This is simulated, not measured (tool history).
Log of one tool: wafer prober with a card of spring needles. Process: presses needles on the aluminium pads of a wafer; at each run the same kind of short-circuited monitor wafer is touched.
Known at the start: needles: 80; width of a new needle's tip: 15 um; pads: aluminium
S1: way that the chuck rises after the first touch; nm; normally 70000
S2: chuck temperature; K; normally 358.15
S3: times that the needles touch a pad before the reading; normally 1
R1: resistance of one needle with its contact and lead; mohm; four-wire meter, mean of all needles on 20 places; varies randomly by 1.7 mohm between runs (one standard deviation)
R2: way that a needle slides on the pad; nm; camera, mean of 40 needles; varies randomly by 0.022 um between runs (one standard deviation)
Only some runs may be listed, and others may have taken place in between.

{"run": 1, "hour": 0.0, "S1": 70000, "S2": 358.15, "S3": 1, "R1": 210, "R2": 11660}
{"run": 2, "hour": 9.3, "S1": 70000, "S2": 358.15, "S3": 1, "R1": 240, "R2": 11640}
{"hour": 18.8, "done": "tips cleaned on abrasive film"}
{"run": 3, "hour": 22.3, "S1": 70000, "S2": 329.15, "S3": 1, "R1": 209, "R2": 11570}
{"run": 4, "hour": 28.1, "S1": 70000, "S2": 326.15, "S3": 1, "R1": 230, "R2": 11640}
{"run": 5, "hour": 39.8, "S1": 70000, "S2": 326.15, "S3": 1, "R1": 252, "R2": 11670}
{"hour": 41.8, "done": "tips cleaned on abrasive film"}
{"run": 6, "hour": 50.9, "S1": 70000, "S2": 326.15, "S3": 1, "R1": 232, "R2": 11640}
{"run": 7, "hour": 57.1, "S1": 70000, "S2": 326.15, "S3": 1, "R1": 246, "R2": 11590}
{"hour": 64.8, "done": "tips cleaned on abrasive film"}
{"run": 8, "hour": 67.9, "S1": 70000, "S2": 358.15, "S3": 1, "R1": 205, "R2": 11580}
{"run": 9, "hour": 77.8, "S1": 70000, "S2": 358.15, "S3": 1, "R1": 240, "R2": 11640}
{"run": 10, "hour": 87.1, "S1": 70000, "S2": 358.15, "S3": 1, "R1": 254, "R2": 11550}
{"hour": 87.9, "done": "tips cleaned on abrasive film"}
{"run": 11, "hour": 100.2, "S1": 70000, "S2": 358.15, "S3": 1, "R1": 243, "R2": 11560}
{"hour": 101.5, "done": "height of the first contact set anew"}
{"run": 12, "hour": 111.0, "S1": 70000, "S2": 368.15, "S3": 1, "R1": 254, "R2": 11520}
{"hour": 112.0, "done": "tips cleaned on abrasive film"}
{"run": 13, "hour": 122.3, "S1": 70000, "S2": 368.15, "S3": 1, "R1": 239, "R2": 11460}
{"hour": 135.3, "done": "tips cleaned on abrasive film"}
{"run": 14, "hour": 135.3, "S1": 70000, "S2": 368.15, "S3": 1, "R1": 186, "R2": 11460}
{"run": 15, "hour": 142.1, "S1": 70000, "S2": 368.15, "S3": 1, "R1": 230, "R2": 11460}
{"run": 16, "hour": 150.3, "S1": 70000, "S2": 368.15, "S3": 1, "R1": 248, "R2": 11460}
{"run": 17, "hour": 157.3, "S1": 70000, "S2": 368.15, "S3": 1, "R1": 257, "R2": 11500}
{"hour": 158.3, "done": "tips cleaned on abrasive film"}
{"hour": 165.4, "done": "height of the first contact set anew, once more"}
{"run": 18, "hour": 166.9, "S1": 79000, "S2": 318.15, "S3": 3, "R1": 183, "R2": 13410}
{"run": 19, "hour": 174.9, "S1": 79000, "S2": 318.15, "S3": 3, "R1": 188, "R2": 13400}
{"hour": 181.6, "done": "tips cleaned on abrasive film"}
{"run": 20, "hour": 184.4, "S1": 79000, "S2": 318.15, "S3": 3, "R1": 175, "R2": 13340}
{"run": 21, "hour": 194.3, "S1": 70000, "S2": 339.15, "S3": 2, "R1": 211, "R2": 11850}
{"hour": 205.5, "done": "tips cleaned on abrasive film"}
{"run": 22, "hour": 206.6, "S1": 70000, "S2": 339.15, "S3": 2, "R1": 182, "R2": 11840}
{"run": 23, "hour": 217.5, "S1": 64000, "S2": 358.15, "S3": 1, "R1": 254, "R2": 10800}
{"run": 24, "hour": 228.3, "S1": 64000, "S2": 358.15, "S3": 1, "R1": 269, "R2": 10870}
{"hour": 229.5, "done": "tips cleaned on abrasive film"}
{"run": 25, "hour": 237.1, "S1": 64000, "S2": 358.15, "S3": 1, "R1": 236, "R2": 10800}
{"run": 26, "hour": 244.9, "S1": 63000, "S2": 358.15, "S3": 1, "R1": 259, "R2": 10650}
{"hour": 252.5, "done": "tips cleaned on abrasive film"}
{"run": 27, "hour": 257.0, "S1": 64000, "S2": 398.15, "S3": 2, "R1": 213, "R2": 10760}
{"run": 28, "hour": 262.6, "S1": 64000, "S2": 379.15, "S3": 1, "R1": 254, "R2": 10760}
{"run": 29, "hour": 269.6, "S1": 55000, "S2": 359.15, "S3": 1, "R1": 291, "R2": 9220}
{"hour": 276.0, "done": "tips cleaned on abrasive film"}
{"run": 30, "hour": 281.2, "S1": 85000, "S2": 358.15, "S3": 3, "R1": 183, "R2": 14320}
{"run": 31, "hour": 292.7, "S1": 58000, "S2": 313.15, "S3": 1, "R1": 279, "R2": 9760}
{"hour": 299.3, "done": "tips cleaned on abrasive film"}
{"run": 32, "hour": 306.2, "S1": 75000, "S2": 358.15, "S3": 1, "R1": 219, "R2": 12610}
{"run": 33, "hour": 314.4, "S1": 61000, "S2": 347.15, "S3": 1, "R1": 270, "R2": 10250}
{"hour": 322.5, "done": "tips cleaned on abrasive film"}
{"run": 34, "hour": 326.4, "S1": 61000, "S2": 347.15, "S3": 1, "R1": 224, "R2": 10270}

A few steps of R1 between consecutive runs. Split each: what settings, incoming material and random variation would produce without the hidden state, and what is left over for the hidden state, along with gauge scatter present in only one of the two compared results (measured, and without hidden state):
Hidden state present: debris on the tips, nm; way that the needles fall short of the set height, um; tips' diameter, um; drift of the gauge itself on contact_mohm, %; drift of the gauge itself on scrub_um, %.
Run 17 -> 18: S1 70000 -> 79000, S2 368.15 -> 318.15, S3 1 -> 3, tips cleaned on abrasive film, height of the first contact set anew, once more. R1 -74 mohm: hidden state -62, all else -12.
Run 22 -> 23: S1 70000 -> 64000, S2 339.15 -> 358.15, S3 2 -> 1. R1 +72 mohm: hidden state +66, all else +6.
Run 29 -> 30: S1 55000 -> 85000, S2 359.15 -> 358.15, S3 1 -> 3, tips cleaned on abrasive film. R1 -108 mohm: hidden state -101, all else -7.
Run 30 -> 31: S1 85000 -> 58000, S2 358.15 -> 313.15, S3 3 -> 1. R1 +96 mohm: hidden state +97, all else -1.

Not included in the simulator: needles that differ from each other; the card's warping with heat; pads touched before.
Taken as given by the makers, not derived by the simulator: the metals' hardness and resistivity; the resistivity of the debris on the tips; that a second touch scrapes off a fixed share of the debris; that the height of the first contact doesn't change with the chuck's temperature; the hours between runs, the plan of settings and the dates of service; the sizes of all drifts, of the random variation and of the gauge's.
